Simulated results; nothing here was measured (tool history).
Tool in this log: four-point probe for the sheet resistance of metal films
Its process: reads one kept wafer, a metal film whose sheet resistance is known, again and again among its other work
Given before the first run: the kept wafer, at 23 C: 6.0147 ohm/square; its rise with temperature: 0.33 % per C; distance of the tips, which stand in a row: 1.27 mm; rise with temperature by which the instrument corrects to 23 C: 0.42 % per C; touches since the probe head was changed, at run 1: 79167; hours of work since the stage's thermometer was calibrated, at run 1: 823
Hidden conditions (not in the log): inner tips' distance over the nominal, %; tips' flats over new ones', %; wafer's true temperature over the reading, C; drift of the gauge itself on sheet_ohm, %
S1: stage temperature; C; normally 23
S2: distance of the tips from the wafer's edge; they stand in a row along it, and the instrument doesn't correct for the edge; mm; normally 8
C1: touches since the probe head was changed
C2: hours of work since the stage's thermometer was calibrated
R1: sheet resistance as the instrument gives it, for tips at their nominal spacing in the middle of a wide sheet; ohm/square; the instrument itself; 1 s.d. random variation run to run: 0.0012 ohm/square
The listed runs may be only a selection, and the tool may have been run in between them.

| run | hour | S1 | S2 | C1 | C2 | R1 |
|---|---|---|---|---|---|---|
| 1 | 0 | 23 | 8 | 79167 | 823 | 6.064512 |
| 2 | 51.3 | 23 | 8 | 81851 | 853 | 6.065116 |
| 3 | 119.1 | 23 | 9 | 85404 | 893 | 6.044885 |
| 4 | 186.5 | 24 | 9 | 88933 | 933 | 6.040287 |
| 5 | 230.9 | 24 | 9 | 91257 | 959 | 6.034314 |
| 6 | 297 | 24 | 9 | 94718 | 998 | 6.034469 |
| 7 | 345.1 | 23 | 8 | 97235 | 1026 | 6.054734 |
| 8 | 389.1 | 23 | 8 | 99541 | 1052 | 6.057055 |
| 9 | 435.4 | 23 | 8 | 101966 | 1079 | 6.051504 |
| 10 | 499.2 | 23 | 8 | 105306 | 1117 | 6.05325 |
| 11 | 567.1 | 23 | 8 | 108859 | 1157 | 6.049515 |
| 12 | 639.6 | 23 | 8 | 112656 | 1200 | 6.046501 |
| 13 | 697.6 | 23 | 8 | 115692 | 1234 | 6.047234 |
| 14 | 770.5 | 23 | 8 | 119509 | 1277 | 6.043256 |
| 15 | 812.8 | 23 | 8 | 121724 | 1302 | 6.041609 |
| 16 | 861.9 | 23 | 8 | 124295 | 1331 | 6.043871 |
| 17 | 925.4 | 23 | 8 | 127621 | 1368 | 6.040299 |
| 18 | 960.8 | 23 | 8 | 129475 | 1389 | 6.040062 |
| 19 | 1005.5 | 23 | 8 | 131816 | 1415 | 6.035382 |
| 20 | 1083.1 | 23 | 40 | 135879 | 1461 | 5.957014 |
|  | 1113.2 | new probe head fitted |
| 21 | 1124.1 | 24 | 8 | 571 | 1484 | 6.109259 |
| 22 | 1169.4 | 24 | 9 | 2942 | 1511 | 6.093021 |
| 23 | 1230.8 | 18 | 44 | 6157 | 1547 | 6.056453 |
| 24 | 1266.5 | 23 | 8 | 8026 | 1568 | 6.109231 |
| 25 | 1326.1 | 23 | 8 | 11151 | 1603 | 6.107745 |
|  | 1331.1 | stage's thermometer calibrated |
| 26 | 1399.7 | 23 | 8 | 14976 | 40 | 6.100544 |
| 27 | 1436.6 | 21 | 43 | 16906 | 62 | 6.031697 |
| 28 | 1488.9 | 33 | 18 | 19647 | 93 | 5.983618 |
| 29 | 1523.3 | 33 | 18 | 21448 | 113 | 5.981585 |
| 30 | 1569.8 | 26 | 59 | 23884 | 141 | 6.0008 |
| 31 | 1620.5 | 25 | 11 | 26539 | 170 | 6.044974 |
| 32 | 1668.8 | 22 | 4 | 29066 | 199 | 6.32857 |
| 33 | 1748.7 | 22 | 43 | 33248 | 246 | 6.016098 |
| 34 | 1828.2 | 21 | 47 | 37414 | 293 | 6.019915 |
| 35 | 1912.8 | 21 | 47 | 41842 | 343 | 6.017718 |
| 36 | 1991.1 | 21 | 47 | 45943 | 389 | 6.016954 |
| 37 | 2027.3 | 20 | 71 | 47836 | 410 | 6.018649 |
| 38 | 2086.8 | 22 | 17 | 50950 | 445 | 6.024806 |
| 39 | 2167.3 | 27 | 3 | 55168 | 493 | 6.49904 |
| 40 | 2234.3 | 18 | 18 | 58672 | 532 | 6.039711 |
| 41 | 2292.6 | 23 | 18 | 61726 | 566 | 6.010637 |
| 42 | 2371.4 | 23 | 4 | 65851 | 613 | 6.299308 |
| 43 | 2433.7 | 20 | 29 | 69113 | 649 | 6.012831 |
| 44 | 2484.2 | 18 | 28 | 71759 | 679 | 6.021956 |

Alternative continuations, all from the tool just after run 44; predict every row:
| A | 2564.7 | 23 | 19 | 75975 | 727 | ? |
| B | 2564.7 | 22 | 27 | 75975 | 727 | ? |
| C | 2564.7 | 25 | 30 | 75975 | 727 | ? |
| D | 2564.7 | 19 | 17 | 75975 | 727 | ? |

| run | R1 |
|---|---|
| A | 6.000266 |
| B | 5.998202 |
| C | 5.980785 |
| D | 6.026019 |
Take away the tool's hidden state, keep each run's random variation, and the runs would have read:
| run | R1 |
|---|---|
| A | 6.02805 |
| B | 6.025975 |
| C | 6.00849 |
| D | 6.053903 |
